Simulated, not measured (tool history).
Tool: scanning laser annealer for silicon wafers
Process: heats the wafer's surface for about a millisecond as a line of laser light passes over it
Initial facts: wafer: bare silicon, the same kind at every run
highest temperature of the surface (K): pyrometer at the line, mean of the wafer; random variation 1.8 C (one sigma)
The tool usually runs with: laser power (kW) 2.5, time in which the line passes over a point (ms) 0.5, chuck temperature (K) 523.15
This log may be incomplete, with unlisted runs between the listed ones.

| run | hour | laser power (kW) | time in which the line passes over a point (ms) | chuck temperature (K) | highest temperature of the surface (K) |
|---|---|---|---|---|---|
| 1 | 0 | 2.5 | 0.5 | 523.15 | 1310.15 |
| 2 | 11.1 | 2.5 | 0.5 | 523.15 | 1314.15 |
| 3 | 20.1 | 2.5 | 0.5 | 523.15 | 1310.15 |
| 4 | 34.9 | 2.5 | 0.541 | 523.15 | 1338.15 |
| 5 | 43.7 | 2.5 | 0.541 | 523.15 | 1338.15 |
| 6 | 52.9 | 2.5 | 0.541 | 523.15 | 1336.15 |
| 7 | 66.5 | 2.5 | 0.541 | 523.15 | 1340.15 |
| 8 | 84.1 | 2.5 | 0.541 | 523.15 | 1338.15 |
| 9 | 99.1 | 2.5 | 0.541 | 523.15 | 1337.15 |
| 10 | 111.6 | 2.5 | 0.541 | 523.15 | 1338.15 |
| 11 | 125.7 | 2.5 | 0.5 | 548.15 | 1341.15 |
| 12 | 134.4 | 2.5 | 0.5 | 555.15 | 1342.15 |
| 13 | 151.3 | 2.5 | 0.5 | 555.15 | 1343.15 |
| 14 | 160.5 | 2.5 | 0.553 | 523.15 | 1345.15 |
| 15 | 176.5 | 2.5 | 0.5 | 523.15 | 1309.15 |
| 16 | 185 | 2.5 | 0.545 | 523.15 | 1339.15 |
| 17 | 203.3 | 2.5 | 0.545 | 523.15 | 1338.15 |
| 18 | 218.3 | 2.5 | 0.545 | 523.15 | 1340.15 |
| 19 | 235.4 | 2.5 | 0.545 | 523.15 | 1335.15 |
| 20 | 250.2 | 2.5 | 0.545 | 523.15 | 1336.15 |
| 21 | 263.9 | 2.5 | 0.545 | 523.15 | 1338.15 |
| 22 | 273.3 | 2.685 | 0.384 | 517.15 | 1281.15 |
| 23 | 291.9 | 2.271 | 0.423 | 514.15 | 1164.15 |
| 24 | 304.3 | 2.744 | 0.5 | 508.15 | 1384.15 |
| 25 | 323.2 | 2.59 | 0.5 | 552.15 | 1369.15 |
| 26 | 334.7 | 2.636 | 0.48 | 523.15 | 1341.15 |
| 27 | 346.4 | 2.743 | 0.407 | 505.15 | 1309.15 |
| 28 | 354.4 | 2.501 | 0.595 | 491.15 | 1334.15 |
| 29 | 365.3 | 2.501 | 0.602 | 504.15 | 1349.15 |
| 30 | 384.1 | 2.501 | 0.474 | 492.15 | 1254.15 |
| 31 | 398.4 | 2.321 | 0.395 | 523.15 | 1169.15 |
| 32 | 413.4 | 2.698 | 0.596 | 529.15 | 1455.15 |
| 33 | 432.2 | 2.344 | 0.5 | 529.15 | 1252.15 |
| 34 | 442.4 | 2.308 | 0.548 | 486.15 | 1222.15 |
| 35 | 452.9 | 2.531 | 0.5 | 529.15 | 1321.15 |
| 36 | 471.5 | 2.585 | 0.5 | 523.15 | 1338.15 |
| 37 | 487 | 2.585 | 0.5 | 523.15 | 1361.15 |
| 38 | 497 | 2.321 | 0.38 | 523.15 | 1177.15 |
| 39 | 505.5 | 2.611 | 0.602 | 484.15 | 1399.15 |
| 40 | 521.4 | 2.637 | 0.602 | 484.15 | 1408.15 |
| 41 | 531.3 | 2.302 | 0.5 | 535.15 | 1261.15 |

Removed from this log: 1 entry logged between the listed runs. Between which two listed runs does each belong, and how does the tool's hidden state at the listed run before it compare with that at the listed run after it?
Between runs 36 and 37: window over the wafer cleaned (hour 486.4)
  light that passes the window, % of a clean one's: 97.77 -> 99.92; laser's true power over the reading, %: -0.08 -> -0.07; width of the line over the set one, %: 3.64 -> 3.65
  what was measured, less what the result would be without the hidden state, highest temperature of the surface (K): -47 -> -25

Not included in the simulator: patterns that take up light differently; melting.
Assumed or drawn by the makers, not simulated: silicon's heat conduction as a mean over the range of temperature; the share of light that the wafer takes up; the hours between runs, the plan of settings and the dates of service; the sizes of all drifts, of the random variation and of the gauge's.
